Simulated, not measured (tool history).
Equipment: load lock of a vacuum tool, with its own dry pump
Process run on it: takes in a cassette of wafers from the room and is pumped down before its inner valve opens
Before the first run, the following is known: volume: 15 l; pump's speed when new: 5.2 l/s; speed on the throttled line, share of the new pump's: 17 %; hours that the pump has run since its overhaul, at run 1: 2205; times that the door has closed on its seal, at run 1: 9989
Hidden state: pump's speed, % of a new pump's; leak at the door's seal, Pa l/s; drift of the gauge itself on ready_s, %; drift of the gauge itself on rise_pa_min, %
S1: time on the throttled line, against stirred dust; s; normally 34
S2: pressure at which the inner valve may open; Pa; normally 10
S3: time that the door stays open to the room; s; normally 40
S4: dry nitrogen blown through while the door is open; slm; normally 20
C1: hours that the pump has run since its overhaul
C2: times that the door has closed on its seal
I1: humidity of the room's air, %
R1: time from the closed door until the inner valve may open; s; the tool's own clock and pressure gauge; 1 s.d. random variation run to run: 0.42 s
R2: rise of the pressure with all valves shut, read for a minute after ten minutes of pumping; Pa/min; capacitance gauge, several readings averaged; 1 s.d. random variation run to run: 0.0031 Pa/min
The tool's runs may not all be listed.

{"run": 1, "day": 0.0, "S1": 34, "S2": 10, "S3": 40, "S4": 20, "C1": 2205, "C2": 9989, "I1": 47.1, "R1": 55.5, "R2": 0.14}
{"run": 2, "day": 2.983, "S1": 34, "S2": 10, "S3": 40, "S4": 20, "C1": 2277, "C2": 10153, "I1": 44.1, "R1": 55.4, "R2": 0.131}
{"run": 3, "day": 5.121, "S1": 34, "S2": 10, "S3": 40, "S4": 20, "C1": 2328, "C2": 10271, "I1": 41, "R1": 55.9, "R2": 0.135}
{"run": 4, "day": 8.25, "S1": 34, "S2": 10, "S3": 40, "S4": 20, "C1": 2403, "C2": 10444, "I1": 49, "R1": 55.2, "R2": 0.144}
{"run": 5, "day": 12.425, "S1": 34, "S2": 10, "S3": 59, "S4": 20, "C1": 2503, "C2": 10674, "I1": 44.5, "R1": 55.8, "R2": 0.149}
{"run": 6, "day": 15.021, "S1": 34, "S2": 10, "S3": 59, "S4": 20, "C1": 2566, "C2": 10817, "I1": 46, "R1": 55.8, "R2": 0.164}
{"run": 7, "day": 18.092, "S1": 34, "S2": 10, "S3": 59, "S4": 20, "C1": 2639, "C2": 10987, "I1": 40.7, "R1": 56.5, "R2": 0.147}
{"run": 8, "day": 21.221, "S1": 34, "S2": 10, "S3": 59, "S4": 20, "C1": 2714, "C2": 11159, "I1": 49, "R1": 55.7, "R2": 0.164}
{"run": 9, "day": 25.017, "S1": 34, "S2": 10, "S3": 40, "S4": 20, "C1": 2805, "C2": 11368, "I1": 47.6, "R1": 55.9, "R2": 0.153}
{"run": 10, "day": 29.246, "S1": 34, "S2": 10, "S3": 40, "S4": 20, "C1": 2907, "C2": 11601, "I1": 40.4, "R1": 55.5, "R2": 0.139}
{"run": 11, "day": 32.979, "S1": 34, "S2": 10, "S3": 40, "S4": 20, "C1": 2996, "C2": 11807, "I1": 44.1, "R1": 55.5, "R2": 0.147}
{"run": 12, "day": 34.888, "S1": 34, "S2": 10, "S3": 127, "S4": 20, "C1": 3042, "C2": 11912, "I1": 48.9, "R1": 55.2, "R2": 0.207}
{"run": 13, "day": 38.633, "S1": 34, "S2": 10, "S3": 127, "S4": 20, "C1": 3132, "C2": 12119, "I1": 42.8, "R1": 55.9, "R2": 0.201}
{"run": 14, "day": 41.188, "S1": 34, "S2": 10, "S3": 40, "S4": 16, "C1": 3193, "C2": 12260, "I1": 48.1, "R1": 55.6, "R2": 0.167}
{"run": 15, "day": 43.854, "S1": 34, "S2": 10, "S3": 40, "S4": 16, "C1": 3258, "C2": 12407, "I1": 47.5, "R1": 55.6, "R2": 0.168}
{"run": 16, "day": 48.017, "S1": 34, "S2": 10, "S3": 40, "S4": 16, "C1": 3357, "C2": 12636, "I1": 44.4, "R1": 55.5, "R2": 0.167}
{"run": 17, "day": 51.579, "S1": 34, "S2": 10, "S3": 40, "S4": 16, "C1": 3443, "C2": 12833, "I1": 46.4, "R1": 55.9, "R2": 0.166}
{"run": 18, "day": 53.788, "S1": 34, "S2": 10, "S3": 40, "S4": 20, "C1": 3496, "C2": 12954, "I1": 47.9, "R1": 56.4, "R2": 0.167}
{"run": 19, "day": 56.904, "S1": 55, "S2": 10, "S3": 32, "S4": 6, "C1": 3571, "C2": 13126, "I1": 47.6, "R1": 73.7, "R2": 0.189}
{"run": 20, "day": 58.679, "S1": 46, "S2": 10, "S3": 40, "S4": 20, "C1": 3613, "C2": 13224, "I1": 42.1, "R1": 64.9, "R2": 0.167}
{"run": 21, "day": 62.229, "S1": 46, "S2": 10, "S3": 229, "S4": 20, "C1": 3699, "C2": 13420, "I1": 45.8, "R1": 65.3, "R2": 0.262}
{"run": 22, "day": 64.675, "S1": 46, "S2": 10, "S3": 55, "S4": 20, "C1": 3757, "C2": 13555, "I1": 44.4, "R1": 66.2, "R2": 0.182}
{"run": 23, "day": 67.412, "S1": 46, "S2": 16, "S3": 55, "S4": 27, "C1": 3823, "C2": 13706, "I1": 46.4, "R1": 63.9, "R2": 0.181}
{"run": 24, "day": 71.029, "S1": 29, "S2": 9, "S3": 79, "S4": 20, "C1": 3910, "C2": 13905, "I1": 46.6, "R1": 53.3, "R2": 0.201}
{"run": 25, "day": 73.904, "S1": 34, "S2": 10, "S3": 71, "S4": 10, "C1": 3979, "C2": 14063, "I1": 43.1, "R1": 56.3, "R2": 0.21}
{"run": 26, "day": 77.004, "S1": 30, "S2": 11, "S3": 40, "S4": 20, "C1": 4053, "C2": 14234, "I1": 43, "R1": 52, "R2": 0.178}
{"run": 27, "day": 79.238, "S1": 19, "S2": 12, "S3": 75, "S4": 10, "C1": 4107, "C2": 14358, "I1": 48.2, "R1": 43.1, "R2": 0.234}
{"run": 28, "day": 81.088, "S1": 19, "S2": 12, "S3": 75, "S4": 10, "C1": 4151, "C2": 14459, "I1": 44.5, "R1": 43, "R2": 0.224}
{"run": 29, "day": 84.054, "S1": 23, "S2": 9, "S3": 78, "S4": 8, "C1": 4222, "C2": 14623, "I1": 43.7, "R1": 47.5, "R2": 0.234}
{"run": 30, "day": 86.679, "S1": 23, "S2": 9, "S3": 78, "S4": 8, "C1": 4285, "C2": 14768, "I1": 45.9, "R1": 47.3, "R2": 0.233}
{"run": 31, "day": 89.608, "S1": 34, "S2": 10, "S3": 57, "S4": 42, "C1": 4356, "C2": 14929, "I1": 43.6, "R1": 56.1, "R2": 0.182}
{"run": 32, "day": 92.829, "S1": 34, "S2": 10, "S3": 57, "S4": 42, "C1": 4433, "C2": 15107, "I1": 46.7, "R1": 56.6, "R2": 0.187}
{"run": 33, "day": 96.033, "S1": 34, "S2": 15, "S3": 198, "S4": 42, "C1": 4510, "C2": 15284, "I1": 46.3, "R1": 55.1, "R2": 0.232}
{"run": 34, "day": 98.367, "S1": 34, "S2": 15, "S3": 198, "S4": 42, "C1": 4566, "C2": 15412, "I1": 45.6, "R1": 54.9, "R2": 0.23}
{"run": 35, "day": 101.525, "S1": 18, "S2": 10, "S3": 80, "S4": 20, "C1": 4642, "C2": 15586, "I1": 48.2, "R1": 43.1, "R2": 0.22}
{"run": 36, "day": 105.217, "S1": 28, "S2": 8, "S3": 69, "S4": 9, "C1": 4730, "C2": 15790, "I1": 48, "R1": 51.7, "R2": 0.242}

Each row is a separate what-if for the run after 36, all from the same tool condition, not one after another. Results?
{"run": "A", "day": 108.271, "S1": 23, "S2": 16, "S3": 32, "S4": 9, "C1": 4803, "C2": 15958, "I1": 43.2, "R1": "?", "R2": "?"}
{"run": "B", "day": 108.271, "S1": 37, "S2": 15, "S3": 69, "S4": 4, "C1": 4803, "C2": 15958, "I1": 44.6, "R1": "?", "R2": "?"}
{"run": "C", "day": 108.271, "S1": 24, "S2": 10, "S3": 158, "S4": 20, "C1": 4803, "C2": 15958, "I1": 48.2, "R1": "?", "R2": "?"}
{"run": "D", "day": 108.271, "S1": 28, "S2": 17, "S3": 69, "S4": 9, "C1": 4803, "C2": 15958, "I1": 45.9, "R1": "?", "R2": "?"}

run=A R1=45.2 R2=0.199
run=B R1=57.1 R2=0.255
run=C R1=48.1 R2=0.276
run=D R1=49.9 R2=0.244
With the hidden condition removed and each run's random variation left untouched, the same runs would have given:
run=A R1=43.8 R2=0.069
run=B R1=55.7 R2=0.121
run=C R1=46.5 R2=0.143
run=D R1=48.5 R2=0.112
